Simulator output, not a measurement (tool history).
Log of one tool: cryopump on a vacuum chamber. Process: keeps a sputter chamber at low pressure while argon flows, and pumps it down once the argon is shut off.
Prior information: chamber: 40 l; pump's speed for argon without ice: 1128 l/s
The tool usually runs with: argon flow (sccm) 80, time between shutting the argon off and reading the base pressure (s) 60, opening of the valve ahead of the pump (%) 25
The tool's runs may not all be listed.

run	hour	argon flow (sccm)	time between shutting the argon off and reading the base pressure (s)	opening of the valve ahead of the pump (%)	pressure while argon flows (Pa)	pressure after the wait (uPa)
1	0	80	60	25	0.4822	3.32
2	12	80	60	25	0.4803	3.24
3	21.7	80	60	50	0.2409	3.25
4	35.5	80	60	25	0.4817	3.26
5	42	80	32	25	0.4816	4.98
6	55.5	53	60	25	0.3213	3.28
7	69	80	60	35	0.3453	3.23
8	77.2	81	60	25	0.4888	3.3
9	88.4	81	60	25	0.4858	3.27
10	101.6	81	60	25	0.4882	3.24
11	113.3	81	60	43	0.2886	3.35
12	120.6	80	60	25	0.4839	3.32
13	134.8	80	60	25	0.4841	3.29
14	141.7	80	104	25	0.4856	2.51
15	152.8	94	237	25	0.5677	1.98
16	158.9	80	54	25	0.4822	3.47
17	167	142	35	18	1.2032	4.62
18	180.8	89	35	28	0.4814	4.69
19	191.6	89	35	28	0.48	4.76
20	203.7	87	94	26	0.5089	2.66
21	210.8	33	61	57	0.0897	3.25
22	222.9	33	61	57	0.0891	3.35
23	237.7	33	61	57	0.0895	3.37
24	250.5	60	60	56	0.166	3.42
25	264.7	57	265	33	0.2633	1.97
26	277.5	57	265	33	0.264	1.88
27	290.4	75	60	40	0.2879	3.39
28	302.7	37	26	29	0.1944	5.86

Measured result minus the same run's result without the hidden state. Both carry the same run-to-run variation, though not necessarily the same gauge scatter:
The tool's hidden condition here consists of: pump's speed, % of a pump's without ice; cold plate's temperature, K; leak into the chamber, uPa l/s; drift of the gauge itself on working_pa, %; drift of the gauge itself on base_upa, %.
run	pressure while argon flows (Pa)	pressure after the wait (uPa)
1	+0.0015	+1.14
2	+0.0018	+1.12
3	+0.0019	+1.12
4	+0.0022	+1.12
5	+0.0023	+1.15
6	+0.0017	+1.14
7	+0.0029	+1.13
8	+0.0031	+1.15
9	+0.0033	+1.15
10	+0.0036	+1.14
11	+0.0039	+1.18
12	+0.0039	+1.17
13	+0.0042	+1.18
14	+0.0044	+1.17
15	+0.0053	+1.21
16	+0.0047	+1.16
17	+0.0088	+1.18
18	+0.0058	+1.19
19	+0.006	+1.22
20	+0.0062	+1.2
21	+0.0024	+1.18
22	+0.0025	+1.22
23	+0.0027	+1.23
24	+0.005	+1.23
25	+0.005	+1.25
26	+0.0051	+1.22
27	+0.0071	+1.24
28	+0.0036	+1.25

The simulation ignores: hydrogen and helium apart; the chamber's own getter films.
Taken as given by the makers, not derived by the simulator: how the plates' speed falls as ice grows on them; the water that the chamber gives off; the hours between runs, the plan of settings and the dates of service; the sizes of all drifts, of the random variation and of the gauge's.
